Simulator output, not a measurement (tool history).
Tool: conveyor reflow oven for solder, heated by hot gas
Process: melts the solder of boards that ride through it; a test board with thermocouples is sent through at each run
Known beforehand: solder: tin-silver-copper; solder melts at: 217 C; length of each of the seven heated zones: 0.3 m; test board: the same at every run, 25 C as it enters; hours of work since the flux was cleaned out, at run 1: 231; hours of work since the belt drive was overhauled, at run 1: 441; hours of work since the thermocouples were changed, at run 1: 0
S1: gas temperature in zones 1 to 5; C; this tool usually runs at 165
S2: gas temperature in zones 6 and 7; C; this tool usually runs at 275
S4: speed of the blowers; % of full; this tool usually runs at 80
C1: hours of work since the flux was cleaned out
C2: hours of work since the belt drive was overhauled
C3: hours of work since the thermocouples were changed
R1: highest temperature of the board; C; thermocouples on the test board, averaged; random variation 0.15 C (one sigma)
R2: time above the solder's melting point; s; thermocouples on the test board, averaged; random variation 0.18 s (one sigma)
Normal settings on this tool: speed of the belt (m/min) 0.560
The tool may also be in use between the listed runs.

{"run": 1, "hour": 0.0, "S1": 165, "S2": 275, "speed of the belt (m/min)": 0.56, "S4": 80, "C1": 231, "C2": 441, "C3": 0, "R1": 261.1, "R2": 51.3}
{"run": 2, "hour": 32.4, "S1": 165, "S2": 275, "speed of the belt (m/min)": 0.56, "S4": 80, "C1": 253, "C2": 464, "C3": 23, "R1": 261.0, "R2": 51.4}
{"run": 3, "hour": 68.1, "S1": 163, "S2": 275, "speed of the belt (m/min)": 0.56, "S4": 80, "C1": 278, "C2": 489, "C3": 47, "R1": 260.5, "R2": 50.3}
{"hour": 80.5, "done": "flux residue cleaned out of gas plates and filters"}
{"run": 4, "hour": 100.9, "S1": 163, "S2": 275, "speed of the belt (m/min)": 0.56, "S4": 80, "C1": 14, "C2": 508, "C3": 67, "R1": 262.4, "R2": 51.8}
{"run": 5, "hour": 130.2, "S1": 163, "S2": 275, "speed of the belt (m/min)": 0.56, "S4": 80, "C1": 35, "C2": 529, "C3": 87, "R1": 262.1, "R2": 51.9}
{"run": 6, "hour": 166.4, "S1": 163, "S2": 275, "speed of the belt (m/min)": 0.56, "S4": 80, "C1": 60, "C2": 554, "C3": 112, "R1": 262.5, "R2": 51.7}
{"run": 7, "hour": 192.2, "S1": 163, "S2": 275, "speed of the belt (m/min)": 0.56, "S4": 80, "C1": 78, "C2": 572, "C3": 130, "R1": 262.2, "R2": 51.4}
{"run": 8, "hour": 231.4, "S1": 164, "S2": 281, "speed of the belt (m/min)": 0.56, "S4": 80, "C1": 105, "C2": 599, "C3": 158, "R1": 267.8, "R2": 54.3}
{"run": 9, "hour": 266.9, "S1": 179, "S2": 275, "speed of the belt (m/min)": 0.56, "S4": 80, "C1": 130, "C2": 624, "C3": 182, "R1": 263.7, "R2": 56.5}
{"run": 10, "hour": 294.2, "S1": 172, "S2": 275, "speed of the belt (m/min)": 0.457, "S4": 88, "C1": 149, "C2": 643, "C3": 201, "R1": 268.4, "R2": 70.2}
{"run": 11, "hour": 317.3, "S1": 172, "S2": 275, "speed of the belt (m/min)": 0.457, "S4": 50, "C1": 165, "C2": 659, "C3": 218, "R1": 264.0, "R2": 67.8}
{"run": 12, "hour": 349.7, "S1": 151, "S2": 286, "speed of the belt (m/min)": 0.48, "S4": 55, "C1": 188, "C2": 682, "C3": 240, "R1": 271.2, "R2": 62.1}

Each row is a separate what-if for the run after 12, all from the same tool condition, not one after another. Results?
{"run": "A", "hour": 389.9, "S1": 179, "S2": 271, "speed of the belt (m/min)": 0.633, "S4": 55, "C1": 216, "C2": 710, "C3": 268, "R1": "?", "R2": "?"}
{"run": "B", "hour": 389.9, "S1": 151, "S2": 275, "speed of the belt (m/min)": 0.56, "S4": 72, "C1": 216, "C2": 710, "C3": 268, "R1": "?", "R2": "?"}
{"run": "C", "hour": 389.9, "S1": 165, "S2": 275, "speed of the belt (m/min)": 0.528, "S4": 74, "C1": 216, "C2": 710, "C3": 268, "R1": "?", "R2": "?"}

run=A R1=252.3 R2=43.5
run=B R1=258.2 R2=46.9
run=C R1=262.7 R2=55.7
Take away the tool's hidden state, keep each run's random variation, and the runs would have read:
run=A R1=252.8 R2=43.6
run=B R1=259.1 R2=47.2
run=C R1=263.2 R2=55.6
